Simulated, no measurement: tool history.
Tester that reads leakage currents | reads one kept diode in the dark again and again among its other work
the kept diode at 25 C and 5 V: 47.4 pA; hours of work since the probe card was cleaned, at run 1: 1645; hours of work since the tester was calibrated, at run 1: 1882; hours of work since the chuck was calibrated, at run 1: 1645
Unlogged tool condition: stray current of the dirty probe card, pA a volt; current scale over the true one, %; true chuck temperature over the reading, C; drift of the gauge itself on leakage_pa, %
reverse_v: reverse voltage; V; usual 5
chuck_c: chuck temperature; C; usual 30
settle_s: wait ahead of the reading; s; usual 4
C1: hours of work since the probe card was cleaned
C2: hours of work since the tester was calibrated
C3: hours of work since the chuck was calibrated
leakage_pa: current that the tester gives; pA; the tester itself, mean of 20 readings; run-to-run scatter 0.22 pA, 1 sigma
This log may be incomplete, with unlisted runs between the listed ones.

Run 1, hour 0: usual settings; C1 1645; C2 1882; C3 1645. Result: leakage_pa 91.45 pA.
Run 2, hour 153.9: usual settings but chuck_c 27 C; C1 1764; C2 2002; C3 1764. Result: leakage_pa 76.42 pA.
Run 3, hour 239: usual settings but chuck_c 27 C; C1 1831; C2 2068; C3 1831. Result: leakage_pa 77.2 pA.
Run 4, hour 372.8: usual settings but chuck_c 27 C; C1 1935; C2 2172; C3 1935. Result: leakage_pa 77.91 pA.
At hour 417.3: chuck's temperature calibrated.
At hour 437: probe card cleaned and baked.
Run 5, hour 522.4: usual settings but chuck_c 27 C; C1 66; C2 2284; C3 79. Result: leakage_pa 56.03 pA.
Run 6, hour 655.3: usual settings but chuck_c 27 C; C1 170; C2 2387; C3 183. Result: leakage_pa 57.34 pA.
Run 7, hour 744.6: usual settings but chuck_c 27 C; C1 239; C2 2457; C3 252. Result: leakage_pa 58.33 pA.
Run 8, hour 935.1: usual settings but chuck_c 27 C; C1 387; C2 2605; C3 400. Result: leakage_pa 59.82 pA.
Run 9, hour 1066: usual settings but chuck_c 27 C; C1 489; C2 2706; C3 502. Result: leakage_pa 60.81 pA.
Run 10, hour 1245.5: usual settings but chuck_c 27 C; C1 628; C2 2846; C3 641. Result: leakage_pa 62.31 pA.
Run 11, hour 1444.7: usual settings but chuck_c 27 C; C1 783; C2 3001; C3 796. Result: leakage_pa 63.97 pA.
Run 12, hour 1591.2: usual settings but chuck_c 27 C; C1 897; C2 3114; C3 910. Result: leakage_pa 65.43 pA.
Run 13, hour 1753.5: usual settings but chuck_c 27 C; C1 1023; C2 3240; C3 1036. Result: leakage_pa 66.86 pA.
Run 14, hour 1956.9: usual settings but reverse_v 10.75 V, chuck_c 39 C, settle_s 1.62 s; C1 1181; C2 3398; C3 1194. Result: leakage_pa 235.59 pA.
Run 15, hour 2062: usual settings but reverse_v 10.75 V, chuck_c 39 C, settle_s 1.62 s; C1 1262; C2 3480; C3 1275. Result: leakage_pa 236.49 pA.
Run 16, hour 2156.5: usual settings but reverse_v 14.76 V, chuck_c 48 C, settle_s 2.85 s; C1 1336; C2 3553; C3 1349. Result: leakage_pa 505.54 pA.
Run 17, hour 2334.9: usual settings but reverse_v 14.76 V, chuck_c 48 C, settle_s 2.85 s; C1 1475; C2 3692; C3 1487. Result: leakage_pa 511.83 pA.

Estimate the outcome of run 18 from the log above:
Run 18, hour 2463.2: usual settings but reverse_v 17.51 V, chuck_c 45 C; C1 1574; C2 3792; C3 1587. Result: leakage_pa ?.

For run 18 the tool returned leakage_pa 471.17 pA.
Had the tool carried no hidden state, the very same run would have given leakage_pa 389.9 pA.
